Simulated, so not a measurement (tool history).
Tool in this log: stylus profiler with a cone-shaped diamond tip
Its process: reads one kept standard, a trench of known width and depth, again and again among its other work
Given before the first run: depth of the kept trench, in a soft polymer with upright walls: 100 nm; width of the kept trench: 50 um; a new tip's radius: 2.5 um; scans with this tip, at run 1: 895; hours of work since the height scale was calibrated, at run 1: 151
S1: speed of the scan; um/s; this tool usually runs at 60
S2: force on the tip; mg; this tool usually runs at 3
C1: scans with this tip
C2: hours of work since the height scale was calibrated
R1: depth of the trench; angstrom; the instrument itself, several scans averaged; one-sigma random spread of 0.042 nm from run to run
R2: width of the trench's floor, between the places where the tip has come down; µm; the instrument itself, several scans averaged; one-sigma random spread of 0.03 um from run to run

run 1 hour=0 | S1=60 S2=3 | C1=895 C2=151 | R1=1019 R2=48.43
run 2 hour=20.1 | S1=60 S2=3 | C1=977 C2=165 | R1=1020.4 R2=48.44
run 3 hour=34.8 | S1=60 S2=3 | C1=1037 C2=175 | R1=1019 R2=48.46
run 4 hour=47.5 | S1=60 S2=1.33 | C1=1088 C2=183 | R1=1010.5 R2=48.42
run 5 hour=64.1 | S1=60 S2=3 | C1=1156 C2=195 | R1=1019.7 R2=48.47
run 6 hour=83.1 | S1=60 S2=3 | C1=1233 C2=208 | R1=1018.8 R2=48.43
run 7 hour=100.3 | S1=60 S2=3 | C1=1303 C2=220 | R1=1019.3 R2=48.46
run 8 hour=113.9 | S1=60 S2=3 | C1=1358 C2=229 | R1=1018.9 R2=48.46
run 9 hour=129.1 | S1=60 S2=3 | C1=1420 C2=239 | R1=1019 R2=48.4
run 10 hour=148.5 | S1=60 S2=3.67 | C1=1498 C2=253 | R1=1021.7 R2=48.5
run 11 hour=167.2 | S1=60 S2=3 | C1=1574 C2=265 | R1=1019.3 R2=48.39
run 12 hour=180.5 | S1=60 S2=3 | C1=1628 C2=274 | R1=1018.8 R2=48.44
run 13 hour=197.7 | S1=60 S2=3 | C1=1698 C2=286 | R1=1019.5 R2=48.44
run 14 hour=211.8 | S1=60 S2=3 | C1=1756 C2=296 | R1=1019.2 R2=48.49
run 15 hour=223.4 | S1=59 S2=3 | C1=1802 C2=304 | R1=1019.4 R2=48.44
run 16 hour=241.8 | S1=60 S2=3 | C1=1877 C2=316 | R1=1019.4 R2=48.38
run 17 hour=260 | S1=60 S2=3 | C1=1951 C2=329 | R1=1018.8 R2=48.49
run 18 hour=277.4 | S1=60 S2=3 | C1=2022 C2=341 | R1=1019.2 R2=48.43
run 19 hour=296.2 | S1=60 S2=3 | C1=2098 C2=354 | R1=1018.7 R2=48.45
run 20 hour=306.9 | S1=60 S2=3 | C1=2142 C2=361 | R1=1019.4 R2=48.49
run 21 hour=321.3 | S1=22 S2=3 | C1=2200 C2=371 | R1=1019.3 R2=48.5
run 22 hour=336.3 | S1=60 S2=2.09 | C1=2261 C2=381 | R1=1014.8 R2=48.41
run 23 hour=351.6 | S1=60 S2=2.09 | C1=2323 C2=392 | R1=1015.4 R2=48.46
run 24 hour=369.4 | S1=127 S2=6.06 | C1=2395 C2=404 | R1=1030.1 R2=48.4
run 25 hour=385 | S1=30 S2=1.89 | C1=2459 C2=414 | R1=1014.2 R2=48.51
run 26 hour=396 | S1=38 S2=3.64 | C1=2503 C2=422 | R1=1022.4 R2=48.56
run 27 hour=412.9 | S1=22 S2=1.1 | C1=2572 C2=434 | R1=1009.6 R2=48.5
run 28 hour=430.3 | S1=92 S2=4.45 | C1=2643 C2=445 | R1=1025.4 R2=48.42
run 29 hour=448 | S1=92 S2=4.45 | C1=2715 C2=458 | R1=1025.2 R2=48.4
run 30 hour=457.7 | S1=92 S2=4.45 | C1=2754 C2=464 | R1=1024.9 R2=48.42
run 31 hour=475.3 | S1=92 S2=1.13 | C1=2825 C2=476 | R1=1011.1 R2=48.25
run 32 hour=485.7 | S1=19 S2=1.13 | C1=2868 C2=483 | R1=1010.2 R2=48.51
run 33 hour=501.9 | S1=143 S2=2.92 | C1=2933 C2=494 | R1=1018.2 R2=48.24
run 34 hour=521.7 | S1=174 S2=4.98 | C1=3014 C2=508 | R1=1026.9 R2=48.32
run 35 hour=540.5 | S1=79 S2=3.97 | C1=3090 C2=521 | R1=1023.4 R2=48.46
run 36 hour=560.1 | S1=185 S2=3.39 | C1=3170 C2=534 | R1=1020.3 R2=48.19
run 37 hour=578.7 | S1=19 S2=1.18 | C1=3245 C2=547 | R1=1010.5 R2=48.53
run 38 hour=595 | S1=19 S2=5.3 | C1=3312 C2=558 | R1=1028.2 R2=48.59
run 39 hour=610.8 | S1=103 S2=1.54 | C1=3376 C2=569 | R1=1011.8 R2=48.3
run 40 hour=619.8 | S1=103 S2=1.54 | C1=3412 C2=575 | R1=1011.9 R2=48.28
run 41 hour=639.7 | S1=173 S2=1.15 | C1=3493 C2=589 | R1=1010.2 R2=48
run 42 hour=649.8 | S1=23 S2=5.35 | C1=3534 C2=596 | R1=1028.6 R2=48.56
run 43 hour=667 | S1=45 S2=1.07 | C1=3604 C2=607 | R1=1010.2 R2=48.43
run 44 hour=686.8 | S1=45 S2=1.07 | C1=3684 C2=621 | R1=1009.4 R2=48.49
run 45 hour=700.1 | S1=156 S2=2.65 | C1=3738 C2=630 | R1=1017.7 R2=48.27
run 46 hour=710.9 | S1=60 S2=7.8 | C1=3782 C2=638 | R1=1036.7 R2=48.57

Below are 5 alternative next runs, each starting from the tool's condition after run 46. Predict each:
run A hour=724.6 | S1=79 S2=6.33 | C1=3838 C2=647 | R1=? R2=?
run B hour=724.6 | S1=60 S2=3.58 | C1=3838 C2=647 | R1=? R2=?
run C hour=724.6 | S1=60 S2=2.25 | C1=3838 C2=647 | R1=? R2=?
run D hour=724.6 | S1=78 S2=2.14 | C1=3838 C2=647 | R1=? R2=?
run E hour=724.6 | S1=60 S2=2.83 | C1=3838 C2=647 | R1=? R2=?

run=A R1=1031.5 R2=48.43
run=B R1=1021.5 R2=48.48
run=C R1=1015.6 R2=48.44
run=D R1=1015.1 R2=48.37
run=E R1=1017.9 R2=48.45
The same runs, with their run-to-run variation unchanged, on a tool lacking any hidden condition would have given:
run=A R1=1031.6 R2=48.44
run=B R1=1021.5 R2=48.48
run=C R1=1015.7 R2=48.44
run=D R1=1015.1 R2=48.37
run=E R1=1017.9 R2=48.46
